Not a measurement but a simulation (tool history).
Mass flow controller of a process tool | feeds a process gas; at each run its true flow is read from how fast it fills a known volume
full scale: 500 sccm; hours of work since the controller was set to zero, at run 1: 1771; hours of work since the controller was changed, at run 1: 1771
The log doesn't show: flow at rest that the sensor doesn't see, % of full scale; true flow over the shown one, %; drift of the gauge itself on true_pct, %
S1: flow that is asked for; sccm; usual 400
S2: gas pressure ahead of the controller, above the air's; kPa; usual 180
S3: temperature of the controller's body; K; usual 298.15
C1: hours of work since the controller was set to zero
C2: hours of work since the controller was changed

Run 1, hour 0.0: usual settings; C1 1771; C2 1771. Result: true flow (%) 99.67.
Run 2, hour 213.5: usual settings; C1 1846; C2 1846. Result: true flow (%) 99.68.
Run 3, hour 360.4: usual settings but S1 269 sccm; C1 1898; C2 1898. Result: true flow (%) 98.98.
Run 4, hour 508.4: usual settings but S2 166 kPa; C1 1951; C2 1951. Result: true flow (%) 99.69.
Run 5, hour 659.4: usual settings but S2 166 kPa; C1 2004; C2 2004. Result: true flow (%) 99.60.
Run 6, hour 771.0: usual settings but S2 260 kPa; C1 2044; C2 2044. Result: true flow (%) 99.81.
Run 7, hour 941.4: usual settings; C1 2104; C2 2104. Result: true flow (%) 99.59.
Run 8, hour 1045.5: usual settings; C1 2141; C2 2141. Result: true flow (%) 99.59.
Run 9, hour 1243.6: usual settings; C1 2211; C2 2211. Result: true flow (%) 99.72.
Run 10, hour 1449.6: usual settings; C1 2284; C2 2284. Result: true flow (%) 99.54.
Run 11, hour 1553.6: usual settings; C1 2320; C2 2320. Result: true flow (%) 99.57.
Run 12, hour 1720.7: usual settings; C1 2380; C2 2380. Result: true flow (%) 99.70.
Run 13, hour 1817.4: usual settings; C1 2414; C2 2414. Result: true flow (%) 99.57.
Run 14, hour 2036.0: usual settings but S1 425 sccm; C1 2491; C2 2491. Result: true flow (%) 99.71.
Run 15, hour 2182.8: usual settings but S1 425 sccm; C1 2543; C2 2543. Result: true flow (%) 99.69.
Run 16, hour 2327.8: usual settings but S1 425 sccm; C1 2594; C2 2594. Result: true flow (%) 99.53.
Run 17, hour 2488.0: usual settings; C1 2651; C2 2651. Result: true flow (%) 99.62.
Run 18, hour 2597.0: usual settings but S1 482 sccm, S3 312.15 K; C1 2690; C2 2690. Result: true flow (%) 101.13.
Run 19, hour 2765.9: usual settings but S1 121 sccm, S3 295.15 K; C1 2749; C2 2749. Result: true flow (%) 98.59.
Run 20, hour 2919.3: usual settings but S1 121 sccm, S2 149 kPa, S3 305.15 K; C1 2804; C2 2804. Result: true flow (%) 99.26.
Run 21, hour 3104.8: usual settings but S1 121 sccm, S2 149 kPa, S3 305.15 K; C1 2869; C2 2869. Result: true flow (%) 99.19.
Run 22, hour 3293.3: usual settings but S1 121 sccm, S2 149 kPa, S3 305.15 K; C1 2936; C2 2936. Result: true flow (%) 99.38.
Run 23, hour 3444.7: usual settings but S1 249 sccm, S2 221 kPa, S3 303.15 K; C1 2989; C2 2989. Result: true flow (%) 99.73.
Run 24, hour 3631.0: usual settings but S1 172 sccm; C1 3055; C2 3055. Result: true flow (%) 98.98.
Run 25, hour 3788.4: usual settings but S1 108 sccm, S3 310.15 K; C1 3111; C2 3111. Result: true flow (%) 99.83.
Run 26, hour 3916.0: usual settings but S2 201 kPa; C1 3156; C2 3156. Result: true flow (%) 99.62.
Run 27, hour 4076.0: usual settings but S3 301.15 K; C1 3213; C2 3213. Result: true flow (%) 100.01.
Run 28, hour 4182.3: usual settings but S3 301.15 K; C1 3250; C2 3250. Result: true flow (%) 99.78.
Run 29, hour 4332.9: usual settings but S1 408 sccm, S2 197 kPa, S3 308.15 K; C1 3304; C2 3304. Result: true flow (%) 100.48.
Run 30, hour 4556.3: usual settings but S1 408 sccm, S2 197 kPa, S3 308.15 K; C1 3383; C2 3383. Result: true flow (%) 100.56.
Run 31, hour 4684.7: usual settings but S1 190 sccm, S2 197 kPa, S3 302.15 K; C1 3428; C2 3428. Result: true flow (%) 99.25.
Run 32, hour 4910.7: usual settings but S1 360 sccm, S2 232 kPa, S3 311.15 K; C1 3508; C2 3508. Result: true flow (%) 100.76.
Run 33, hour 5114.6: usual settings but S1 360 sccm, S2 232 kPa, S3 311.15 K; C1 3580; C2 3580. Result: true flow (%) 100.85.
Run 34, hour 5241.6: usual settings but S1 360 sccm, S2 232 kPa, S3 311.15 K; C1 3625; C2 3625. Result: true flow (%) 100.87.

Forecast each of these 3 alternatives for the next run:
Run A, hour 5463.5: usual settings but S1 192 sccm; C1 3704; C2 3704. Result: true flow (%) ?.
Run B, hour 5463.5: usual settings but S1 54 sccm, S2 264 kPa, S3 294.15 K; C1 3704; C2 3704. Result: true flow (%) ?.
Run C, hour 5463.5: usual settings but S1 79 sccm, S2 250 kPa, S3 311.15 K; C1 3704; C2 3704. Result: true flow (%) ?.

run  true flow (%)
  A          99.05
  B          98.50
  C         100.09
Without the tool's hidden state the same runs would have given:
run  true flow (%)
  A          99.06
  B          98.48
  C         100.08

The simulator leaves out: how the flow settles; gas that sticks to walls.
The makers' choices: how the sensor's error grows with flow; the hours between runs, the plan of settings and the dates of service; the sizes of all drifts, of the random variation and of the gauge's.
